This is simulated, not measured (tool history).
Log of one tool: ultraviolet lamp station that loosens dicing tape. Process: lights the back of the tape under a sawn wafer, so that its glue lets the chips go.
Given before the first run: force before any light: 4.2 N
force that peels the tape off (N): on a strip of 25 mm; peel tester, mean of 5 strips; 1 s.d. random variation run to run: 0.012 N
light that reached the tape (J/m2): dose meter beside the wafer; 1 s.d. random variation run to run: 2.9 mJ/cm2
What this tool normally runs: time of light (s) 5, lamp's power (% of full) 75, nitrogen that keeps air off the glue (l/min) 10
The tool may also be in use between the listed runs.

| run | day | time of light (s) | lamp's power (% of full) | nitrogen that keeps air off the glue (l/min) | force that peels the tape off (N) | light that reached the tape (J/m2) |
|---|---|---|---|---|---|---|
| 1 | 0 | 5 | 75 | 10 | 0.607 | 3780 |
| 2 | 1.442 | 5 | 75 | 10 | 0.64 | 3700 |
|  | 2.179 | window cleaned of glue's vapour |
| 3 | 2.471 | 4 | 75 | 10 | 0.81 | 3140 |
| 4 | 3.079 | 5 | 75 | 10 | 0.585 | 3800 |
| 5 | 3.942 | 5 | 64 | 10 | 0.737 | 3260 |
| 6 | 5.092 | 5 | 64 | 10 | 0.752 | 3280 |
| 7 | 5.812 | 5 | 64 | 18 | 0.585 | 3260 |
| 8 | 6.662 | 5 | 64 | 18 | 0.584 | 3220 |
| 9 | 7.55 | 5 | 75 | 10 | 0.64 | 3730 |
| 10 | 8.804 | 5 | 75 | 10 | 0.646 | 3680 |
| 11 | 10.279 | 5 | 75 | 10 | 0.646 | 3600 |
| 12 | 11.238 | 5 | 70 | 10 | 0.728 | 3330 |
| 13 | 12.733 | 5 | 70 | 10 | 0.764 | 3310 |
| 14 | 14.021 | 5 | 70 | 10 | 0.766 | 3300 |
|  | 15.533 | window cleaned of glue's vapour |
| 15 | 15.533 | 5 | 70 | 10 | 0.695 | 3390 |
| 16 | 16.208 | 5 | 89 | 10 | 0.477 | 4370 |
| 17 | 17.512 | 5 | 76 | 10 | 0.662 | 3650 |
| 18 | 18.358 | 5 | 76 | 11 | 0.631 | 3610 |
| 19 | 19.383 | 5 | 76 | 11 | 0.623 | 3600 |
| 20 | 20.554 | 5 | 76 | 11 | 0.647 | 3540 |
| 21 | 21.712 | 5 | 76 | 11 | 0.655 | 3480 |
| 22 | 23.225 | 5 | 76 | 11 | 0.662 | 3420 |
| 23 | 24.592 | 5 | 70 | 10 | 0.813 | 3160 |
| 24 | 25.567 | 5 | 70 | 10 | 0.823 | 3140 |
| 25 | 27.012 | 9 | 70 | 15 | 0.259 | 5470 |
| 26 | 27.888 | 10 | 64 | 5 | 0.525 | 5560 |
| 27 | 28.517 | 10 | 64 | 5 | 0.525 | 5520 |
|  | 28.892 | window cleaned of glue's vapour |
| 28 | 29.575 | 10 | 64 | 5 | 0.478 | 5780 |
| 29 | 30.254 | 10 | 64 | 5 | 0.497 | 5730 |
| 30 | 30.996 | 3 | 72 | 5 | 1.889 | 1900 |
| 31 | 32 | 10 | 75 | 6 | 0.329 | 6680 |
| 32 | 33.017 | 10 | 75 | 6 | 0.355 | 6540 |
| 33 | 34.138 | 8 | 95 | 6 | 0.336 | 6540 |
| 34 | 35.262 | 2 | 62 | 17 | 2.042 | 1060 |
| 35 | 36.617 | 2 | 61 | 17 | 2.18 | 1020 |
| 36 | 37.271 | 3 | 71 | 6 | 1.906 | 1770 |
| 37 | 38.1 | 7 | 79 | 8 | 0.526 | 4550 |
| 38 | 39.179 | 6 | 76 | 11 | 0.601 | 3720 |
| 39 | 40.004 | 6 | 61 | 11 | 0.858 | 2950 |
| 40 | 41.388 | 6 | 61 | 18 | 0.699 | 2930 |
|  | 42.267 | window cleaned of glue's vapour |
| 41 | 42.904 | 3 | 61 | 9 | 1.951 | 1540 |
| 42 | 44.208 | 3 | 61 | 9 | 1.906 | 1470 |

Per-run results on a tool with no hidden state, each run keeping its own random variation:
Unlogged tool condition in this case: lamp's light, % of a new lamp's; light that the window lets through, % of a clean one's; drift of the gauge itself on peel_n, %; drift of the gauge itself on dose_mj_cm2, %.
| run | force that peels the tape off (N) | light that reached the tape (J/m2) |
|---|---|---|
| 1 | 0.521 | 4140 |
| 2 | 0.536 | 4120 |
| 3 | 0.754 | 3290 |
| 4 | 0.534 | 4020 |
| 5 | 0.667 | 3480 |
| 6 | 0.669 | 3530 |
| 7 | 0.51 | 3540 |
| 8 | 0.501 | 3530 |
| 9 | 0.543 | 4120 |
| 10 | 0.538 | 4110 |
| 11 | 0.524 | 4080 |
| 12 | 0.588 | 3810 |
| 13 | 0.6 | 3850 |
| 14 | 0.592 | 3890 |
| 15 | 0.581 | 3800 |
| 16 | 0.388 | 4920 |
| 17 | 0.532 | 4160 |
| 18 | 0.499 | 4160 |
| 19 | 0.485 | 4180 |
| 20 | 0.491 | 4170 |
| 21 | 0.489 | 4150 |
| 22 | 0.483 | 4140 |
| 23 | 0.592 | 3870 |
| 24 | 0.59 | 3890 |
| 25 | 0.19 | 6890 |
| 26 | 0.346 | 7070 |
| 27 | 0.344 | 7060 |
| 28 | 0.339 | 7050 |
| 29 | 0.348 | 7040 |
| 30 | 1.579 | 2350 |
| 31 | 0.231 | 8340 |
| 32 | 0.245 | 8270 |
| 33 | 0.226 | 8370 |
| 34 | 1.683 | 1370 |
| 35 | 1.784 | 1340 |
| 36 | 1.494 | 2350 |
| 37 | 0.316 | 6070 |
| 38 | 0.36 | 5010 |
| 39 | 0.528 | 4020 |
| 40 | 0.403 | 4070 |
| 41 | 1.531 | 2020 |
| 42 | 1.479 | 1980 |
